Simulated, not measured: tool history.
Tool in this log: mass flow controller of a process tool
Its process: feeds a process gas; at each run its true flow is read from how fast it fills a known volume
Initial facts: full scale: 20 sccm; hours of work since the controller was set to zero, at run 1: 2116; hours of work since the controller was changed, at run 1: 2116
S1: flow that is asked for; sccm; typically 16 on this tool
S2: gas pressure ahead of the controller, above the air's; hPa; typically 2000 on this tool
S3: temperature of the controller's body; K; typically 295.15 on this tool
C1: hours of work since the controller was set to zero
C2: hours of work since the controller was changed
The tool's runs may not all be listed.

{"run": 1, "hour": 0.0, "S1": 16, "S2": 2000, "S3": 295.15, "C1": 2116, "C2": 2116, "true flow (%)": 100.76}
{"run": 2, "hour": 403.4, "S1": 16, "S2": 2000, "S3": 295.15, "C1": 2340, "C2": 2340, "true flow (%)": 100.66}
{"run": 3, "hour": 653.2, "S1": 3, "S2": 2000, "S3": 295.15, "C1": 2479, "C2": 2479, "true flow (%)": 99.25}
{"run": 4, "hour": 1052.7, "S1": 3, "S2": 2000, "S3": 295.15, "C1": 2701, "C2": 2701, "true flow (%)": 99.16}
{"run": 5, "hour": 1310.4, "S1": 3, "S2": 2000, "S3": 295.15, "C1": 2844, "C2": 2844, "true flow (%)": 99.03}
{"run": 6, "hour": 1588.1, "S1": 3, "S2": 2000, "S3": 295.15, "C1": 2999, "C2": 2999, "true flow (%)": 99.25}
{"run": 7, "hour": 2018.9, "S1": 3, "S2": 2000, "S3": 295.15, "C1": 3238, "C2": 3238, "true flow (%)": 99.2}
{"run": 8, "hour": 2398.4, "S1": 7, "S2": 2000, "S3": 295.15, "C1": 3449, "C2": 3449, "true flow (%)": 100.29}
{"run": 9, "hour": 2666.3, "S1": 7, "S2": 2000, "S3": 295.15, "C1": 3598, "C2": 3598, "true flow (%)": 100.37}
{"run": 10, "hour": 3083.7, "S1": 11, "S2": 2000, "S3": 304.15, "C1": 3830, "C2": 3830, "true flow (%)": 99.95}
{"run": 11, "hour": 3384.7, "S1": 15, "S2": 1910, "S3": 297.15, "C1": 3998, "C2": 3998, "true flow (%)": 101.12}
{"run": 12, "hour": 3627.3, "S1": 16, "S2": 2340, "S3": 295.15, "C1": 4132, "C2": 4132, "true flow (%)": 101.27}
{"run": 13, "hour": 3841.3, "S1": 16, "S2": 2650, "S3": 296.15, "C1": 4251, "C2": 4251, "true flow (%)": 101.22}
{"run": 14, "hour": 4018.4, "S1": 4, "S2": 1730, "S3": 296.15, "C1": 4350, "C2": 4350, "true flow (%)": 99.77}
{"run": 15, "hour": 4326.1, "S1": 15, "S2": 1680, "S3": 307.15, "C1": 4521, "C2": 4521, "true flow (%)": 100.23}
{"run": 16, "hour": 4625.3, "S1": 15, "S2": 1900, "S3": 303.15, "C1": 4687, "C2": 4687, "true flow (%)": 100.64}
{"run": 17, "hour": 5059.0, "S1": 2, "S2": 2720, "S3": 294.15, "C1": 4928, "C2": 4928, "true flow (%)": 98}
{"run": 18, "hour": 5361.8, "S1": 16, "S2": 1850, "S3": 307.15, "C1": 5097, "C2": 5097, "true flow (%)": 100.43}

Predict each of these 5 candidate next runs independently; none follows another, all start after run 18:
{"run": "A", "hour": 5580.0, "S1": 16, "S2": 2000, "S3": 308.15, "C1": 5218, "C2": 5218, "true flow (%)": "?"}
{"run": "B", "hour": 5580.0, "S1": 16, "S2": 2110, "S3": 295.15, "C1": 5218, "C2": 5218, "true flow (%)": "?"}
{"run": "C", "hour": 5580.0, "S1": 16, "S2": 2020, "S3": 298.15, "C1": 5218, "C2": 5218, "true flow (%)": "?"}
{"run": "D", "hour": 5580.0, "S1": 3, "S2": 2710, "S3": 303.15, "C1": 5218, "C2": 5218, "true flow (%)": "?"}
{"run": "E", "hour": 5580.0, "S1": 12, "S2": 1850, "S3": 299.15, "C1": 5218, "C2": 5218, "true flow (%)": "?"}

run=A true_flow_(%)=100.26
run=B true_flow_(%)=101.85
run=C true_flow_(%)=101.42
run=D true_flow_(%)=98
run=E true_flow_(%)=100.85
Without the tool's hidden state the same runs would have given:
run=A true_flow_(%)=98.57
run=B true_flow_(%)=100.16
run=C true_flow_(%)=99.73
run=D true_flow_(%)=98.08
run=E true_flow_(%)=99.3
